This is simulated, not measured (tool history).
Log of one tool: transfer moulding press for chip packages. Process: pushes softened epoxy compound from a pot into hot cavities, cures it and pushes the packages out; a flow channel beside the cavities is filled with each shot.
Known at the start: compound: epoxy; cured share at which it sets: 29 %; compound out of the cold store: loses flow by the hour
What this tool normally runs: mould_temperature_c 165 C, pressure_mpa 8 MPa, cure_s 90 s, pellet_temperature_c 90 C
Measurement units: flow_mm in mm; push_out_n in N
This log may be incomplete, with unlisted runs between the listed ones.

| run | hour | mould_temperature_c | pressure_mpa | cure_s | pellet_temperature_c | incoming compound's hours out of the cold store | flow_mm | push_out_n |
|---|---|---|---|---|---|---|---|---|
| 1 | 0 | 165 | 8 | 90 | 90 | 27.2 | 802 | 1009 |
| 2 | 12.3 | 165 | 8 | 90 | 90 | 27.5 | 824 | 1056 |
|  | 18.7 | cavities cleaned with cleaning compound and waxed |
| 3 | 22.4 | 165 | 8 | 90 | 90 | 45.1 | 744 | 652 |
| 4 | 28.4 | 165 | 8 | 90 | 90 | 24.5 | 837 | 755 |
| 5 | 37.4 | 165 | 8 | 90 | 90 | 43.5 | 750 | 833 |
| 6 | 44.3 | 165 | 8 | 72 | 90 | 45.8 | 758 | 1495 |
| 7 | 52.6 | 165 | 8 | 90 | 90 | 27.8 | 808 | 959 |
| 8 | 63.4 | 165 | 8 | 90 | 90 | 39 | 758 | 974 |
| 9 | 70.6 | 165 | 6 | 90 | 90 | 13.2 | 754 | 1094 |
|  | 78.8 | cavities cleaned with cleaning compound and waxed |
| 10 | 84.2 | 165 | 8 | 90 | 90 | 16.8 | 852 | 734 |
| 11 | 92.8 | 165 | 8 | 90 | 90 | 45.6 | 735 | 757 |
| 12 | 99 | 165 | 8 | 90 | 90 | 27.9 | 801 | 886 |
| 13 | 105 | 165 | 8 | 90 | 90 | 34.7 | 778 | 908 |
| 14 | 111.3 | 165 | 8 | 90 | 89 | 10.5 | 880 | 1055 |
| 15 | 122.6 | 165 | 6.13 | 90 | 96 | 23.7 | 701 | 999 |
| 16 | 133.6 | 165 | 6.19 | 130 | 96 | 14.9 | 740 | 784 |
|  | 139.4 | cavities cleaned with cleaning compound and waxed |
| 17 | 144.1 | 165 | 6.19 | 130 | 96 | 48 | 622 | 494 |
| 18 | 153.8 | 165 | 6.19 | 130 | 96 | 23.6 | 698 | 594 |
| 19 | 161 | 164 | 8 | 102 | 90 | 43.3 | 731 | 755 |
| 20 | 173.2 | 161 | 8 | 92 | 90 | 43.6 | 730 | 1211 |
|  | 179.8 | plunger's sealing rings changed |
| 21 | 185.9 | 161 | 9.33 | 90 | 89 | 16.2 | 1026 | 1417 |
| 22 | 194.7 | 165 | 7.2 | 113 | 90 | 37.1 | 774 | 824 |
|  | 202.6 | cavities cleaned with cleaning compound and waxed |
| 23 | 208.5 | 167 | 9.59 | 102 | 82 | 11.4 | 1026 | 562 |
| 24 | 221.2 | 167 | 9.84 | 116 | 82 | 22.5 | 977 | 619 |
| 25 | 230.4 | 167 | 9.84 | 116 | 82 | 31.7 | 929 | 705 |
| 26 | 236.6 | 164 | 6.35 | 90 | 90 | 9.1 | 833 | 1021 |
| 27 | 246.6 | 164 | 6.35 | 90 | 90 | 10.9 | 839 | 1164 |
| 28 | 259.1 | 159 | 6.35 | 98 | 90 | 8.4 | 878 | 1530 |

Selected run-to-run steps in flow_mm, each split into two signed amounts: the part the tool would show with no hidden state at all (from settings, incoming material and random variation), and the remainder, which goes to the hidden state together with any gauge scatter not common to the measured and the hidden-state-free results:
The hidden state here: true mould temperature over the reading, C; pressure that reaches the compound, % of what is set; grip of the stained cavities, % over clean ones'; drift of the gauge itself on flow_mm, %; drift of the gauge itself on push_out_n, %.
Run 14 -> 15: pressure_mpa 8 -> 6.13, pellet_temperature_c 89 -> 96. flow_mm -179 mm: hidden state +15, all else -194.
Run 20 -> 21: pressure_mpa 8 -> 9.33, cure_s 92 -> 90, pellet_temperature_c 90 -> 89, plunger's sealing rings changed. flow_mm +296 mm: hidden state +84, all else +212.
Run 21 -> 22: mould_temperature_c 161 -> 165, pressure_mpa 9.33 -> 7.2, cure_s 90 -> 113, pellet_temperature_c 89 -> 90. flow_mm -252 mm: hidden state +0, all else -252.

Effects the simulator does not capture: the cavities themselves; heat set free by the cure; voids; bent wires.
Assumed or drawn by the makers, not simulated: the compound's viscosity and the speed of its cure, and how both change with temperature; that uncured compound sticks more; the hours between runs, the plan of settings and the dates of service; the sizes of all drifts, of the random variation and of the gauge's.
